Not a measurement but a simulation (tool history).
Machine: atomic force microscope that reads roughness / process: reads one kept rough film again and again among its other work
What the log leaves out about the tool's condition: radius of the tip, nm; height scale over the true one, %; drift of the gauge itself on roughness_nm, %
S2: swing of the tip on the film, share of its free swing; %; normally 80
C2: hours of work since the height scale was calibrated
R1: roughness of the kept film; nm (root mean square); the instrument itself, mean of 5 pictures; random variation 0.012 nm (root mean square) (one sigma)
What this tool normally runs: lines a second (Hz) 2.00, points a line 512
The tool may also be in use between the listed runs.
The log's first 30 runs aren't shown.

run 31 hour=504.5 | lines_a_second_(Hz)=3.77 S2=65 points_a_line=540 | pictures_with_this_tip=118 C2=962 | R1=3.124
run 32 hour=525.1 | lines_a_second_(Hz)=3.77 S2=65 points_a_line=540 | pictures_with_this_tip=147 C2=975 | R1=3.113
run 33 hour=542.9 | lines_a_second_(Hz)=3.77 S2=65 points_a_line=540 | pictures_with_this_tip=172 C2=987 | R1=3.073
run 34 hour=560.4 | lines_a_second_(Hz)=2.59 S2=61 points_a_line=331 | pictures_with_this_tip=197 C2=999 | R1=3.215
run 35 hour=580.2 | lines_a_second_(Hz)=1.17 S2=89 points_a_line=474 | pictures_with_this_tip=225 C2=1012 | R1=3.015
run 36 hour=605.6 | lines_a_second_(Hz)=1.17 S2=89 points_a_line=474 | pictures_with_this_tip=261 C2=1030 | R1=3.025
run 37 hour=619.7 | lines_a_second_(Hz)=1.90 S2=80 points_a_line=945 | pictures_with_this_tip=281 C2=1039 | R1=2.993
run 38 hour=639.5 | lines_a_second_(Hz)=0.86 S2=62 points_a_line=710 | pictures_with_this_tip=309 C2=1052 | R1=3.282
run 39 hour=663.0 | lines_a_second_(Hz)=0.86 S2=62 points_a_line=710 | pictures_with_this_tip=342 C2=1068 | R1=3.233
-- hour=668.5 new tip fitted
run 40 hour=687.2 | lines_a_second_(Hz)=2.08 S2=80 points_a_line=325 | pictures_with_this_tip=26 C2=1084 | R1=3.072
run 41 hour=706.3 | lines_a_second_(Hz)=2.07 S2=89 points_a_line=728 | pictures_with_this_tip=53 C2=1097 | R1=2.889
run 42 hour=728.7 | lines_a_second_(Hz)=1.79 S2=80 points_a_line=437 | pictures_with_this_tip=85 C2=1112 | R1=3.107
run 43 hour=744.1 | lines_a_second_(Hz)=1.98 S2=71 points_a_line=825 | pictures_with_this_tip=106 C2=1122 | R1=3.210
run 44 hour=765.9 | lines_a_second_(Hz)=0.85 S2=73 points_a_line=512 | pictures_with_this_tip=137 C2=1137 | R1=3.311
run 45 hour=785.0 | lines_a_second_(Hz)=0.85 S2=73 points_a_line=512 | pictures_with_this_tip=164 C2=1150 | R1=3.315

Predict each of these 5 candidate next runs independently; none follows another, all start after run 45:
run A hour=798.1 | lines_a_second_(Hz)=3.37 S2=79 points_a_line=331 | pictures_with_this_tip=182 C2=1158 | R1=?
run B hour=798.1 | lines_a_second_(Hz)=0.55 S2=86 points_a_line=488 | pictures_with_this_tip=182 C2=1158 | R1=?
run C hour=798.1 | lines_a_second_(Hz)=3.27 S2=74 points_a_line=795 | pictures_with_this_tip=182 C2=1158 | R1=?
run D hour=798.1 | lines_a_second_(Hz)=2.00 S2=56 points_a_line=966 | pictures_with_this_tip=182 C2=1158 | R1=?
run E hour=798.1 | lines_a_second_(Hz)=3.21 S2=63 points_a_line=496 | pictures_with_this_tip=182 C2=1158 | R1=?

run=A R1=2.809
run=B R1=3.280
run=C R1=2.972
run=D R1=3.316
run=E R1=3.180
Without the tool's hidden state the same runs would have given:
run=A R1=2.872
run=B R1=3.353
run=C R1=3.038
run=D R1=3.391
run=E R1=3.251
